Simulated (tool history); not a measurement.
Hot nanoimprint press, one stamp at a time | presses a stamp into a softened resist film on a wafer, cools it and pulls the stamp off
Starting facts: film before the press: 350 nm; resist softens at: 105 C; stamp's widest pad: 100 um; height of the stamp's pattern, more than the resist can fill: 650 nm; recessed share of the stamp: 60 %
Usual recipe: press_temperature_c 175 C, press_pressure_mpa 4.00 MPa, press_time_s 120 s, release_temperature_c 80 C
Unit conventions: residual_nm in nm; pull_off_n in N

| run | hour | press_temperature_c | press_pressure_mpa | press_time_s | release_temperature_c | residual_nm | pull_off_n |
|---|---|---|---|---|---|---|---|
| 1 | 0.0 | 175 | 4.00 | 120 | 80 | 143.2 | 174 |
| 2 | 5.4 | 175 | 4.00 | 120 | 80 | 142.7 | 178 |
| 3 | 11.5 | 175 | 4.00 | 120 | 80 | 143.8 | 174 |
| 4 | 19.7 | 175 | 4.00 | 82 | 80 | 163.5 | 186 |
| 5 | 29.7 | 175 | 4.00 | 82 | 80 | 162.5 | 177 |
| 6 | 36.9 | 175 | 4.00 | 82 | 80 | 163.4 | 184 |
| 7 | 47.0 | 175 | 4.00 | 82 | 80 | 163.3 | 178 |
| 8 | 55.2 | 175 | 4.00 | 82 | 80 | 164.1 | 181 |
| 9 | 65.5 | 175 | 4.00 | 82 | 80 | 164.5 | 179 |
| 10 | 73.2 | 175 | 4.90 | 120 | 80 | 128.6 | 186 |
| 11 | 79.5 | 175 | 4.90 | 120 | 80 | 128.6 | 185 |
| 12 | 89.8 | 182 | 4.00 | 120 | 80 | 116.2 | 187 |
| 13 | 100.8 | 182 | 4.00 | 120 | 80 | 116.0 | 189 |
| 14 | 108.2 | 182 | 4.00 | 120 | 80 | 116.2 | 187 |
| 15 | 114.7 | 182 | 4.00 | 120 | 80 | 116.0 | 191 |
| 16 | 123.7 | 182 | 4.00 | 120 | 80 | 115.5 | 190 |
|  | 127.6 | plate thermocouple calibrated |
| 17 | 136.8 | 164 | 4.00 | 164 | 77 | 185.2 | 195 |
| 18 | 146.6 | 164 | 4.00 | 164 | 77 | 185.9 | 191 |
| 19 | 152.8 | 164 | 4.00 | 164 | 77 | 185.4 | 206 |
|  | 164.0 | plate thermocouple calibrated, once more |
| 20 | 164.0 | 164 | 4.00 | 164 | 77 | 181.8 | 194 |
| 21 | 169.9 | 176 | 4.00 | 203 | 80 | 114.3 | 198 |
| 22 | 174.8 | 176 | 2.55 | 79 | 82 | 199.3 | 189 |
| 23 | 182.9 | 183 | 6.15 | 212 | 88 | 70.2 | 186 |
| 24 | 189.0 | 183 | 6.15 | 212 | 88 | 69.7 | 195 |
| 25 | 198.6 | 183 | 5.35 | 165 | 68 | 83.5 | 213 |
| 26 | 208.5 | 166 | 5.06 | 83 | 80 | 190.6 | 205 |
| 27 | 218.2 | 166 | 3.72 | 83 | 80 | 217.6 | 207 |
| 28 | 224.1 | 174 | 2.73 | 120 | 83 | 178.5 | 207 |
| 29 | 229.5 | 175 | 4.03 | 146 | 87 | 133.2 | 193 |
| 30 | 234.4 | 179 | 4.00 | 127 | 80 | 124.0 | 207 |
| 31 | 243.4 | 172 | 4.00 | 80 | 80 | 180.2 | 212 |

Here are 3 independent what-if runs from the current tool condition. What would each one return?
| A | 250.7 | 165 | 4.00 | 86 | 68 | ? | ? |
| B | 250.7 | 172 | 4.00 | 99 | 85 | ? | ? |
| C | 250.7 | 175 | 4.00 | 135 | 80 | ? | ? |

| run | residual_nm | pull_off_n |
|---|---|---|
| A | 215.4 | 232 |
| B | 168.9 | 200 |
| C | 136.4 | 204 |
What these runs would have given with no unlogged condition in the tool:
| run | residual_nm | pull_off_n |
|---|---|---|
| A | 214.2 | 155 |
| B | 167.9 | 133 |
| C | 135.4 | 137 |

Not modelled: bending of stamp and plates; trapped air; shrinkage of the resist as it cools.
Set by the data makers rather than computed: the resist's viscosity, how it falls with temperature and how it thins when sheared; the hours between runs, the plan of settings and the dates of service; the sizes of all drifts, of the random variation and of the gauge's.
